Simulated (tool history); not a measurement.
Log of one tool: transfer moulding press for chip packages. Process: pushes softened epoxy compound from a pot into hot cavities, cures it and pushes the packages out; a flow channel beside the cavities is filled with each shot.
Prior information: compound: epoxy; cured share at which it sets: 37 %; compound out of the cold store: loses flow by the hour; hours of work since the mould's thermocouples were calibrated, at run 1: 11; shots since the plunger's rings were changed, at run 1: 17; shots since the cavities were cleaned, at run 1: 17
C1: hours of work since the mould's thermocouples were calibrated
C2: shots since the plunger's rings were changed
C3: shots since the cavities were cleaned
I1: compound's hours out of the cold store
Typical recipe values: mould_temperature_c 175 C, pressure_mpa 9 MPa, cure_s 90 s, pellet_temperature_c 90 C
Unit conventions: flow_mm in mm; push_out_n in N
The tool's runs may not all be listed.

{"run": 1, "hour": 0.0, "mould_temperature_c": 175, "pressure_mpa": 9, "cure_s": 90, "pellet_temperature_c": 90, "C1": 11, "C2": 17, "C3": 17, "I1": 26.5, "flow_mm": 538, "push_out_n": 459}
{"run": 2, "hour": 9.9, "mould_temperature_c": 172, "pressure_mpa": 9, "cure_s": 90, "pellet_temperature_c": 90, "C1": 19, "C2": 175, "C3": 175, "I1": 35.3, "flow_mm": 528, "push_out_n": 641}
{"run": 3, "hour": 19.8, "mould_temperature_c": 172, "pressure_mpa": 9, "cure_s": 90, "pellet_temperature_c": 90, "C1": 26, "C2": 333, "C3": 333, "I1": 29.2, "flow_mm": 539, "push_out_n": 738}
{"run": 4, "hour": 26.3, "mould_temperature_c": 172, "pressure_mpa": 9, "cure_s": 90, "pellet_temperature_c": 90, "C1": 31, "C2": 437, "C3": 437, "I1": 20.1, "flow_mm": 561, "push_out_n": 817}
{"hour": 28.5, "done": "cavities cleaned with cleaning compound and waxed"}
{"run": 5, "hour": 33.4, "mould_temperature_c": 172, "pressure_mpa": 9, "cure_s": 90, "pellet_temperature_c": 87, "C1": 35, "C2": 526, "C3": 78, "I1": 44.2, "flow_mm": 509, "push_out_n": 581}
{"run": 6, "hour": 38.5, "mould_temperature_c": 175, "pressure_mpa": 9, "cure_s": 90, "pellet_temperature_c": 90, "C1": 39, "C2": 608, "C3": 160, "I1": 13.5, "flow_mm": 568, "push_out_n": 563}
{"run": 7, "hour": 47.2, "mould_temperature_c": 175, "pressure_mpa": 9, "cure_s": 90, "pellet_temperature_c": 90, "C1": 45, "C2": 747, "C3": 299, "I1": 15.6, "flow_mm": 558, "push_out_n": 631}
{"run": 8, "hour": 54.4, "mould_temperature_c": 178, "pressure_mpa": 9, "cure_s": 90, "pellet_temperature_c": 90, "C1": 50, "C2": 862, "C3": 414, "I1": 10.8, "flow_mm": 564, "push_out_n": 595}
{"hour": 58.1, "done": "cavities cleaned with cleaning compound and waxed"}
{"run": 9, "hour": 65.9, "mould_temperature_c": 178, "pressure_mpa": 9, "cure_s": 90, "pellet_temperature_c": 90, "C1": 58, "C2": 1022, "C3": 125, "I1": 28.8, "flow_mm": 523, "push_out_n": 498}
{"run": 10, "hour": 73.9, "mould_temperature_c": 175, "pressure_mpa": 9, "cure_s": 90, "pellet_temperature_c": 90, "C1": 64, "C2": 1150, "C3": 253, "I1": 43.3, "flow_mm": 497, "push_out_n": 599}
{"run": 11, "hour": 81.7, "mould_temperature_c": 175, "pressure_mpa": 9, "cure_s": 90, "pellet_temperature_c": 90, "C1": 69, "C2": 1275, "C3": 378, "I1": 12.7, "flow_mm": 565, "push_out_n": 688}
{"hour": 88.3, "done": "cavities cleaned with cleaning compound and waxed"}
{"run": 12, "hour": 91.6, "mould_temperature_c": 175, "pressure_mpa": 9, "cure_s": 90, "pellet_temperature_c": 90, "C1": 75, "C2": 1409, "C3": 53, "I1": 16.3, "flow_mm": 558, "push_out_n": 496}
{"run": 13, "hour": 101.3, "mould_temperature_c": 175, "pressure_mpa": 9, "cure_s": 90, "pellet_temperature_c": 98, "C1": 83, "C2": 1565, "C3": 209, "I1": 24.3, "flow_mm": 539, "push_out_n": 604}
{"run": 14, "hour": 110.0, "mould_temperature_c": 175, "pressure_mpa": 9, "cure_s": 76, "pellet_temperature_c": 90, "C1": 89, "C2": 1704, "C3": 348, "I1": 24.1, "flow_mm": 537, "push_out_n": 872}
{"run": 15, "hour": 115.7, "mould_temperature_c": 175, "pressure_mpa": 9, "cure_s": 76, "pellet_temperature_c": 90, "C1": 93, "C2": 1794, "C3": 438, "I1": 31, "flow_mm": 521, "push_out_n": 863}
{"hour": 118.2, "done": "cavities cleaned with cleaning compound and waxed"}
{"run": 16, "hour": 125.6, "mould_temperature_c": 175, "pressure_mpa": 9, "cure_s": 76, "pellet_temperature_c": 90, "C1": 99, "C2": 1930, "C3": 120, "I1": 26.7, "flow_mm": 533, "push_out_n": 709}
{"run": 17, "hour": 136.3, "mould_temperature_c": 174, "pressure_mpa": 9.21, "cure_s": 90, "pellet_temperature_c": 99, "C1": 107, "C2": 2099, "C3": 289, "I1": 11.1, "flow_mm": 577, "push_out_n": 665}
{"run": 18, "hour": 145.2, "mould_temperature_c": 177, "pressure_mpa": 8.24, "cure_s": 93, "pellet_temperature_c": 90, "C1": 114, "C2": 2242, "C3": 432, "I1": 19.6, "flow_mm": 515, "push_out_n": 653}
{"hour": 147.7, "done": "cavities cleaned with cleaning compound and waxed"}
{"run": 19, "hour": 157.4, "mould_temperature_c": 170, "pressure_mpa": 10.5, "cure_s": 97, "pellet_temperature_c": 95, "C1": 122, "C2": 2413, "C3": 155, "I1": 13.9, "flow_mm": 619, "push_out_n": 697}
{"run": 20, "hour": 162.5, "mould_temperature_c": 175, "pressure_mpa": 10.5, "cure_s": 90, "pellet_temperature_c": 81, "C1": 126, "C2": 2496, "C3": 238, "I1": 42.5, "flow_mm": 536, "push_out_n": 601}
{"run": 21, "hour": 169.0, "mould_temperature_c": 175, "pressure_mpa": 10.5, "cure_s": 90, "pellet_temperature_c": 81, "C1": 130, "C2": 2598, "C3": 340, "I1": 21.3, "flow_mm": 582, "push_out_n": 639}
{"hour": 177.4, "done": "cavities cleaned with cleaning compound and waxed"}
{"run": 22, "hour": 178.8, "mould_temperature_c": 181, "pressure_mpa": 9, "cure_s": 98, "pellet_temperature_c": 81, "C1": 136, "C2": 2732, "C3": 23, "I1": 31.3, "flow_mm": 505, "push_out_n": 403}
{"run": 23, "hour": 183.7, "mould_temperature_c": 167, "pressure_mpa": 7.09, "cure_s": 117, "pellet_temperature_c": 93, "C1": 140, "C2": 2809, "C3": 100, "I1": 10.7, "flow_mm": 519, "push_out_n": 573}
{"run": 24, "hour": 191.2, "mould_temperature_c": 177, "pressure_mpa": 10.08, "cure_s": 121, "pellet_temperature_c": 98, "C1": 146, "C2": 2929, "C3": 220, "I1": 26.1, "flow_mm": 552, "push_out_n": 494}
{"run": 25, "hour": 196.5, "mould_temperature_c": 179, "pressure_mpa": 9.14, "cure_s": 109, "pellet_temperature_c": 85, "C1": 149, "C2": 3014, "C3": 305, "I1": 17.1, "flow_mm": 544, "push_out_n": 545}
{"run": 26, "hour": 202.8, "mould_temperature_c": 179, "pressure_mpa": 9.79, "cure_s": 109, "pellet_temperature_c": 85, "C1": 154, "C2": 3115, "C3": 406, "I1": 25.5, "flow_mm": 539, "push_out_n": 585}
{"hour": 207.5, "done": "cavities cleaned with cleaning compound and waxed"}
{"run": 27, "hour": 212.3, "mould_temperature_c": 179, "pressure_mpa": 9.79, "cure_s": 109, "pellet_temperature_c": 85, "C1": 160, "C2": 3242, "C3": 75, "I1": 32.9, "flow_mm": 523, "push_out_n": 428}
{"run": 28, "hour": 219.8, "mould_temperature_c": 180, "pressure_mpa": 9, "cure_s": 96, "pellet_temperature_c": 90, "C1": 166, "C2": 3363, "C3": 196, "I1": 29.6, "flow_mm": 505, "push_out_n": 523}
{"run": 29, "hour": 225.9, "mould_temperature_c": 181, "pressure_mpa": 9, "cure_s": 112, "pellet_temperature_c": 93, "C1": 170, "C2": 3461, "C3": 294, "I1": 36.7, "flow_mm": 487, "push_out_n": 535}

4 ways to go on from here, each from the tool as it stands after run 29. What would each give?
{"run": "A", "hour": 231.0, "mould_temperature_c": 181, "pressure_mpa": 9, "cure_s": 94, "pellet_temperature_c": 90, "C1": 174, "C2": 3543, "C3": 376, "I1": 26.8, "flow_mm": "?", "push_out_n": "?"}
{"run": "B", "hour": 231.0, "mould_temperature_c": 175, "pressure_mpa": 9, "cure_s": 91, "pellet_temperature_c": 90, "C1": 174, "C2": 3543, "C3": 376, "I1": 24.7, "flow_mm": "?", "push_out_n": "?"}
{"run": "C", "hour": 231.0, "mould_temperature_c": 178, "pressure_mpa": 8.65, "cure_s": 92, "pellet_temperature_c": 90, "C1": 174, "C2": 3543, "C3": 376, "I1": 23, "flow_mm": "?", "push_out_n": "?"}
{"run": "D", "hour": 231.0, "mould_temperature_c": 183, "pressure_mpa": 7.21, "cure_s": 112, "pellet_temperature_c": 93, "C1": 174, "C2": 3543, "C3": 376, "I1": 25.1, "flow_mm": "?", "push_out_n": "?"}

run=A flow_mm=510 push_out_n=580
run=B flow_mm=524 push_out_n=659
run=C flow_mm=512 push_out_n=611
run=D flow_mm=452 push_out_n=565
Had the tool no hidden state, the same runs would have come out as:
run=A flow_mm=526 push_out_n=376
run=B flow_mm=540 push_out_n=419
run=C flow_mm=528 push_out_n=389
run=D flow_mm=466 push_out_n=368
